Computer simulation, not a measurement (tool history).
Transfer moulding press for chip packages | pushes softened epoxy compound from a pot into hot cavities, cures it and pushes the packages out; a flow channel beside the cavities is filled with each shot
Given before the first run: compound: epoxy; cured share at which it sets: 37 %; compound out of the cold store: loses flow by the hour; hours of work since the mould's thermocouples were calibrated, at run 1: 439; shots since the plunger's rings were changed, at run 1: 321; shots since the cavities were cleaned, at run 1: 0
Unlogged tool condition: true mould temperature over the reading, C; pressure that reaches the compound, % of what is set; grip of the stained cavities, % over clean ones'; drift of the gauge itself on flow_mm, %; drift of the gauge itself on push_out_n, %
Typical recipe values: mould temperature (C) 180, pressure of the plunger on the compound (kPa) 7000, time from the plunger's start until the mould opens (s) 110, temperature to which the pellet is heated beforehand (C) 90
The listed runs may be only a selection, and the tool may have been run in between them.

run	hour	mould temperature (C)	pressure of the plunger on the compound (kPa)	time from the plunger's start until the mould opens (s)	temperature to which the pellet is heated beforehand (C)	hours of work since the mould's thermocouples were calibrated	shots since the plunger's rings were changed	shots since the cavities were cleaned	incoming compound's hours out of the cold store	length that the compound runs in the flow channel (mm)	greatest force on the pins that push the packages out (N)
1	0.0	180	7000	110	90	439	321	0	10.8	918	633
2	12.5	180	7000	110	90	447	444	123	10.4	931	722
3	30.2	180	7000	110	90	458	620	299	13.4	913	819
4	44.2	180	7000	110	87	467	758	437	46.1	768	772
5	65.0	180	7000	110	87	480	964	643	42.9	775	889
# hour 79.2: cavities cleaned with cleaning compound and waxed
6	82.6	180	7000	110	87	490	1123	35	28.3	822	1224
7	95.3	177	7000	110	90	498	1248	160	22.9	874	1494
8	116.6	177	7000	110	90	511	1458	370	17.8	886	1490
9	143.7	177	7000	110	90	528	1727	639	12.6	896	1523
# hour 158.8: cavities cleaned with cleaning compound and waxed
10	158.8	177	7000	110	90	537	1860	0	33.2	801	732
# hour 162.3: cavities cleaned with cleaning compound and waxed, once more
11	174.3	177	7000	110	90	545	1999	118	19.2	862	790
12	195.4	180	7000	110	99	559	2207	326	43.5	747	733
13	209.6	180	7000	110	99	568	2348	467	32.6	782	842
14	222.1	188	7000	110	99	575	2472	591	21.0	806	678
# hour 241.1: cavities cleaned with cleaning compound and waxed
15	244.7	185	5430	132	83	589	2680	35	26.8	711	492
16	269.7	180	7070	107	97	604	2928	283	10.5	880	848
# hour 290.9: mould's thermocouples calibrated
17	298.9	180	7070	107	97	5	3197	552	23.3	804	849
18	319.1	180	6450	110	90	18	3395	750	8.0	840	927
# hour 322.0: cavities cleaned with cleaning compound and waxed
19	334.5	180	7000	149	90	26	3534	125	12.6	839	524
20	349.1	180	8630	149	90	36	3678	269	12.9	947	581
21	368.0	178	7810	110	89	47	3865	456	36.5	790	856
22	383.6	178	7810	110	89	57	4018	609	24.8	840	967
# hour 401.6: cavities cleaned with cleaning compound and waxed
23	407.2	178	7810	110	88	71	4237	55	13.8	896	696
24	433.0	178	7810	110	88	87	4492	310	35.9	783	835
25	448.3	180	7000	133	90	97	4643	461	17.0	811	662
26	463.9	182	7450	96	84	106	4797	615	22.7	803	963
# hour 479.9: cavities cleaned with cleaning compound and waxed
27	487.0	172	7000	142	91	120	5011	70	23.8	804	659
28	510.3	184	7870	110	85	135	5241	300	41.6	735	625

3 options for the next run, each taken on its own from the tool as it stands now. Forecast them:
A	525.9	180	8130	140	90	144	5395	454	25.4	?	?
B	525.9	180	7000	96	88	144	5395	454	33.9	?	?
C	525.9	177	7870	93	85	144	5395	454	39.2	?	?

run	length that the compound runs in the flow channel (mm)	greatest force on the pins that push the packages out (N)
A	813	638
B	734	1007
C	758	1309
Without the tool's hidden state the same runs would have given:
run	length that the compound runs in the flow channel (mm)	greatest force on the pins that push the packages out (N)
A	911	450
B	821	692
C	848	900

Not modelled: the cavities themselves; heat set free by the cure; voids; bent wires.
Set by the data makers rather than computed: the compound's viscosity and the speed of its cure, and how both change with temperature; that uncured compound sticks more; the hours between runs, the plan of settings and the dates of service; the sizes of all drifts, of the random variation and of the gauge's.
